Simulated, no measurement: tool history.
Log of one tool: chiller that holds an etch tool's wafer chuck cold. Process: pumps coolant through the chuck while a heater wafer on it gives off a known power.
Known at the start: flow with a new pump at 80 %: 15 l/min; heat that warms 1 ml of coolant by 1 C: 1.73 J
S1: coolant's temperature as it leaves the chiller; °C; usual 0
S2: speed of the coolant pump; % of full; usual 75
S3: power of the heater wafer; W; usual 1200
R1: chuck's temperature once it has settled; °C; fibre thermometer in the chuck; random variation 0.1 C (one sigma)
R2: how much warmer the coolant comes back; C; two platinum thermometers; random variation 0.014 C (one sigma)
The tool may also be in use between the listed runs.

run 1 day=0 | S1=0 S2=75 S3=1200 | R1=13.1 R2=2.95
run 2 day=1.246 | S1=0 S2=75 S3=1200 | R1=12.9 R2=2.96
run 3 day=1.867 | S1=0 S2=75 S3=1200 | R1=12.9 R2=2.98
run 4 day=2.796 | S1=0 S2=75 S3=1200 | R1=13.1 R2=2.99
run 5 day=3.808 | S1=0 S2=75 S3=1200 | R1=13.2 R2=3.01
run 6 day=4.929 | S1=2 S2=75 S3=1200 | R1=15.2 R2=3.01
run 7 day=6.2 | S1=2 S2=75 S3=1200 | R1=15 R2=2.98
run 8 day=7.238 | S1=2 S2=82 S3=1200 | R1=14.2 R2=2.7
run 9 day=8.417 | S1=2 S2=82 S3=1200 | R1=14.1 R2=2.68
run 10 day=9 | S1=2 S2=82 S3=1200 | R1=14.2 R2=2.71
run 11 day=10.154 | S1=0 S2=75 S3=822 | R1=9.1 R2=2.08
run 12 day=11.371 | S1=0 S2=75 S3=822 | R1=9.1 R2=2.03
run 13 day=12.204 | S1=9 S2=75 S3=822 | R1=18.1 R2=2.06
run 14 day=13.254 | S1=0 S2=75 S3=1200 | R1=13.3 R2=2.97
run 15 day=14.546 | S1=0 S2=75 S3=1200 | R1=13.1 R2=2.97
run 16 day=15.229 | S1=0 S2=75 S3=1200 | R1=13.1 R2=2.98
run 17 day=16.096 | S1=-3 S2=63 S3=1023 | R1=10.4 R2=3.11
run 18 day=17.392 | S1=-1 S2=75 S3=1200 | R1=12.2 R2=2.99
run 19 day=18.35 | S1=-5 S2=75 S3=1200 | R1=8.2 R2=2.97
run 20 day=19.646 | S1=-5 S2=75 S3=1200 | R1=8.4 R2=2.97
run 21 day=20.583 | S1=7 S2=71 S3=1358 | R1=22.6 R2=3.61
run 22 day=21.621 | S1=6 S2=91 S3=765 | R1=13.2 R2=1.53
run 23 day=22.375 | S1=-2 S2=91 S3=1083 | R1=8.2 R2=2.16
run 24 day=23.196 | S1=-2 S2=91 S3=1083 | R1=8 R2=2.15
run 25 day=24.017 | S1=0 S2=93 S3=709 | R1=6.5 R2=1.39
run 26 day=25.071 | S1=7 S2=75 S3=809 | R1=15.9 R2=2.02
run 27 day=26.254 | S1=6 S2=88 S3=1098 | R1=16.5 R2=2.29
run 28 day=26.85 | S1=5 S2=88 S3=610 | R1=11 R2=1.26
run 29 day=27.662 | S1=5 S2=88 S3=610 | R1=10.9 R2=1.28
run 30 day=28.296 | S1=-5 S2=84 S3=659 | R1=1.8 R2=1.44
run 31 day=28.858 | S1=2 S2=75 S3=1104 | R1=14.3 R2=2.75

Hidden state or all else? Some run-to-run changes of R1, split into what the settings, what came in and random variation would give without the hidden state, and what is left for the hidden state (with any gauge scatter that isn't in both results):
The hidden state here: heat passed by the chuck's channels, % of clean ones'; flow at a given pump speed, % of a new pump's; coolant's true temperature over the reading, C; drift of the gauge itself on chuck_c, C; drift of the gauge itself on warmer_back_c, C.
Run 3 -> 4: no setting changed, nothing entered. R1 +0.2 °C: hidden state +0.1, all else +0.1.
Run 20 -> 21: S1 -5 -> 7, S2 75 -> 71, S3 1200 -> 1358. R1 +14.2 °C: hidden state +0, all else +14.2.
Run 21 -> 22: S1 7 -> 6, S2 71 -> 91, S3 1358 -> 765. R1 -9.4 °C: hidden state -0.3, all else -9.1.
Run 22 -> 23: S1 6 -> -2, S3 765 -> 1083. R1 -5 °C: hidden state +0.2, all else -5.2.
Run 30 -> 31: S1 -5 -> 2, S2 84 -> 75, S3 659 -> 1104. R1 +12.5 °C: hidden state +0.1, all else +12.4.
